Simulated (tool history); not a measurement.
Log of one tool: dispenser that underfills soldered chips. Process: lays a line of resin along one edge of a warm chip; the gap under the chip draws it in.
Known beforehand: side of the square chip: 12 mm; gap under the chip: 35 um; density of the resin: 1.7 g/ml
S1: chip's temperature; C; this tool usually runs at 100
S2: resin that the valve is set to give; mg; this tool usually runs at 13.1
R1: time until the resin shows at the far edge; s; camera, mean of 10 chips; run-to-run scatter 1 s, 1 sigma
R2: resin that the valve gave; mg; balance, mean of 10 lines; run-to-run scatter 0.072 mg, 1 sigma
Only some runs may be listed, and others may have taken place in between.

run   hour   S1    S2     R1     R2
  1    0.0  100  13.1  132.0  12.76
       5.3  -- new syringe of resin
  2   10.5  100  13.1  132.3  12.69
      15.7  -- new syringe of resin
  3   22.2  100  13.1  148.4  12.62
      25.1  -- new syringe of resin
  4   30.0  100  13.1  129.0  12.60
      34.7  -- new syringe of resin
  5   39.8  100  13.1  135.2  12.44
      44.5  -- new syringe of resin
      50.4  -- dispensing valve cleaned and set on the balance
  6   52.9  100  13.1  153.6  13.11
      55.9  -- new syringe of resin
  7   59.3  100  13.1  117.4  13.08
      65.5  -- new syringe of resin
  8   69.4  100  13.1  122.5  13.13
      75.3  -- new syringe of resin
  9   76.1  100  13.1  101.2  12.91
      85.0  -- new syringe of resin
 10   91.1  100  13.1  136.5  12.84
      95.6  -- new syringe of resin
 11  102.0  100  13.1  145.3  12.75
     105.6  -- new syringe of resin
 12  111.9  100  13.1  142.5  12.72
     115.2  -- new syringe of resin
 13  120.7  100  13.1  131.4  12.76
     125.1  -- new syringe of resin
 14  133.4  100  13.1  156.8  12.78
     134.9  -- new syringe of resin
 15  141.4  114  13.1   80.9  12.57
     145.4  -- new syringe of resin
 16  152.2  100  13.1  145.1  12.52
     155.6  -- new syringe of resin
     165.4  -- new syringe of resin
 17  167.3  100  13.1  110.0  12.57
     175.1  -- new syringe of resin
     181.0  -- dispensing valve cleaned and set on the balance
 18  182.5   99  11.9  153.3  11.90
     185.8  -- new syringe of resin
     196.1  -- new syringe of resin
 19  196.1  110  12.7   64.1  12.57
 20  204.1   89  13.1  235.5  12.99
     205.8  -- new syringe of resin
     215.4  -- new syringe of resin
 21  217.6   87  16.5  178.5  16.15
     224.9  -- new syringe of resin
 22  227.8   87  16.5  189.5  16.16
     234.6  -- new syringe of resin
 23  234.7  109  11.5   70.1  11.34
     244.6  -- new syringe of resin
 24  249.1  100  11.6  127.6  11.25
     255.2  -- new syringe of resin
 25  260.0  110  15.1   82.4  14.64

Run 26 is up next; what results do you expect?
     264.6  -- new syringe of resin
 26  273.5  110  15.1   ?   ?

{"run 26": {"R1": 107.6, "R2": 14.51}}
Take away the tool's hidden state, keep the run-to-run variation as it was, and the same run would have given R1 65.6 s, R2 15.05 mg.
